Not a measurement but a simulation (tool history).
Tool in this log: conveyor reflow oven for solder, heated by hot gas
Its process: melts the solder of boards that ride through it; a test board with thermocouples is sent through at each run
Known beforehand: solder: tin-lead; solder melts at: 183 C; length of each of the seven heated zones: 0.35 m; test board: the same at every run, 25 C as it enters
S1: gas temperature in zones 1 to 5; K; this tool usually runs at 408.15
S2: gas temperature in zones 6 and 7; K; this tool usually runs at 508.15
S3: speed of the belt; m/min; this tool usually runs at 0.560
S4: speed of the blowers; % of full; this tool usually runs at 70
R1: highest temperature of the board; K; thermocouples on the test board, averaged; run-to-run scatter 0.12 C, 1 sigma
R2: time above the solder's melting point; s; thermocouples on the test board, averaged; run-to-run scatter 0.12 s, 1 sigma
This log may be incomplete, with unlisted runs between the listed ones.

run	hour	S1	S2	S3	S4	R1	R2
1	0.0	408.15	508.15	0.560	70	487.15	52.0
2	11.1	408.15	509.15	0.560	70	488.05	52.7
3	24.4	408.15	508.15	0.560	65	485.15	49.8
4	35.9	408.15	508.15	0.560	65	485.15	49.8
5	51.0	408.15	508.15	0.560	65	485.05	49.9
6	62.8	408.15	508.15	0.560	70	486.55	52.1
# hour 67.6: belt drive overhauled, speed set with a stopwatch
7	75.5	418.15	515.15	0.560	56	489.25	56.6
8	90.9	402.15	517.15	0.560	72	493.95	55.6
9	103.5	402.15	517.15	0.560	72	493.65	55.8
# hour 119.1: belt drive overhauled, speed set with a stopwatch, once more
10	121.4	402.15	517.15	0.525	72	495.95	60.8

Forecast run 11:
11	134.2	408.15	508.15	0.618	70	?	?

{"run 11": {"R1": 482.45, "R2": 42.3}}
Were there no unlogged condition in the tool, this run, its random variation unchanged, would have produced R1 484.65 K, R2 44.5 s.
